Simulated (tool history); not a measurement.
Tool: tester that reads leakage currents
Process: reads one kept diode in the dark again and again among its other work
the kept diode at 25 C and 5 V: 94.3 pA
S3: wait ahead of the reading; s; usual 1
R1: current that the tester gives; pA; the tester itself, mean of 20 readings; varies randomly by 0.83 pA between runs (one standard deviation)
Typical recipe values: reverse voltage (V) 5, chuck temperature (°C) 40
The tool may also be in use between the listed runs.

Run 1, hour 0: usual settings. Result: R1 285.96 pA.
Run 2, hour 16.1: usual settings. Result: R1 285.72 pA.
Run 3, hour 35.2: usual settings but S3 3.52 s. Result: R1 286.29 pA.
Run 4, hour 51.6: usual settings but S3 0.94 s. Result: R1 287.6 pA.
Run 5, hour 75.1: usual settings but reverse voltage (V) 14.01. Result: R1 405 pA.
Run 6, hour 99.5: usual settings. Result: R1 286.29 pA.
Run 7, hour 115.2: usual settings. Result: R1 287.85 pA.
Run 8, hour 140.1: usual settings. Result: R1 288.84 pA.
Run 9, hour 153.6: usual settings. Result: R1 289.5 pA.
Run 10, hour 166.4: usual settings. Result: R1 287.33 pA.
Run 11, hour 189.4: usual settings but S3 0.9 s. Result: R1 288.81 pA.
At hour 193.8: chuck's temperature calibrated.
Run 12, hour 217.9: usual settings but S3 0.9 s. Result: R1 296.59 pA.
Run 13, hour 231.8: usual settings but S3 2.05 s. Result: R1 295.88 pA.
Run 14, hour 244.6: usual settings but S3 2.05 s. Result: R1 297.18 pA.
At hour 253.2: chuck's temperature calibrated, once more.
Run 15, hour 265: usual settings. Result: R1 271.97 pA.
Run 16, hour 290.4: usual settings. Result: R1 272.48 pA.
Run 17, hour 320.1: usual settings. Result: R1 274.08 pA.
Run 18, hour 348.2: usual settings. Result: R1 272.44 pA.
Run 19, hour 378: usual settings. Result: R1 274.25 pA.
Run 20, hour 403.5: usual settings. Result: R1 275.86 pA.
Run 21, hour 423.7: usual settings but chuck temperature (°C) 22, S3 6.52 s. Result: R1 76.84 pA.
Run 22, hour 447.1: usual settings but reverse voltage (V) 3.99, chuck temperature (°C) 33, S3 1.99 s. Result: R1 157.44 pA.
Run 23, hour 463.2: usual settings but reverse voltage (V) 3.12. Result: R1 235.03 pA.
Run 24, hour 482.4: usual settings but reverse voltage (V) 3.12. Result: R1 236.04 pA.
Run 25, hour 507: usual settings but reverse voltage (V) 4.26, chuck temperature (°C) 41, S3 2.14 s. Result: R1 279.53 pA.
Run 26, hour 532.4: usual settings but reverse voltage (V) 4.26, chuck temperature (°C) 41, S3 2.14 s. Result: R1 280.33 pA.
Run 27, hour 560.7: usual settings but reverse voltage (V) 2.4, chuck temperature (°C) 36, S3 4.32 s. Result: R1 165.8 pA.
Run 28, hour 584.8: usual settings but chuck temperature (°C) 50, S3 0.39 s. Result: R1 532.28 pA.
Run 29, hour 604.5: usual settings but reverse voltage (V) 1.71, chuck temperature (°C) 21, S3 0.39 s. Result: R1 52.01 pA.
Run 30, hour 616.8: usual settings but reverse voltage (V) 3.02, chuck temperature (°C) 22, S3 4.48 s. Result: R1 65.56 pA.
Run 31, hour 634.1: usual settings but reverse voltage (V) 2.55, chuck temperature (°C) 36, S3 1.48 s. Result: R1 168.97 pA.
Run 32, hour 658.1: usual settings but reverse voltage (V) 2.55, chuck temperature (°C) 36, S3 1.48 s. Result: R1 170.69 pA.
Run 33, hour 678.4: usual settings but reverse voltage (V) 17, S3 6.38 s. Result: R1 413.26 pA.
Run 34, hour 708.4: usual settings but reverse voltage (V) 1.88, chuck temperature (°C) 30. Result: R1 101.54 pA.
Run 35, hour 720.9: usual settings but reverse voltage (V) 1.88, chuck temperature (°C) 30. Result: R1 101.99 pA.
Run 36, hour 745.3: usual settings but reverse voltage (V) 9.37, S3 7.69 s. Result: R1 340.45 pA.
Run 37, hour 766.5: usual settings but reverse voltage (V) 9.37, S3 7.69 s. Result: R1 342.31 pA.
Run 38, hour 781.2: usual settings but reverse voltage (V) 9.37, S3 7.69 s. Result: R1 341.17 pA.

Forecast each of these 4 alternatives for the next run:
Run A, hour 804: usual settings but reverse voltage (V) 3.2, chuck temperature (°C) 36. Result: R1 ?.
Run B, hour 804: usual settings but reverse voltage (V) 2.34, chuck temperature (°C) 22, S3 7.57 s. Result: R1 ?.
Run C, hour 804: usual settings but reverse voltage (V) 4.52, chuck temperature (°C) 21, S3 1.13 s. Result: R1 ?.
Run D, hour 804: usual settings but reverse voltage (V) 1.17, chuck temperature (°C) 35, S3 0.35 s. Result: R1 ?.

run      R1
  A  185.73
  B   60.84
  C   72.04
  D  125.01
Without the tool's unlogged condition, the same runs would have read:
run      R1
  A  182.63
  B   59.02
  C   69.06
  D  123.41

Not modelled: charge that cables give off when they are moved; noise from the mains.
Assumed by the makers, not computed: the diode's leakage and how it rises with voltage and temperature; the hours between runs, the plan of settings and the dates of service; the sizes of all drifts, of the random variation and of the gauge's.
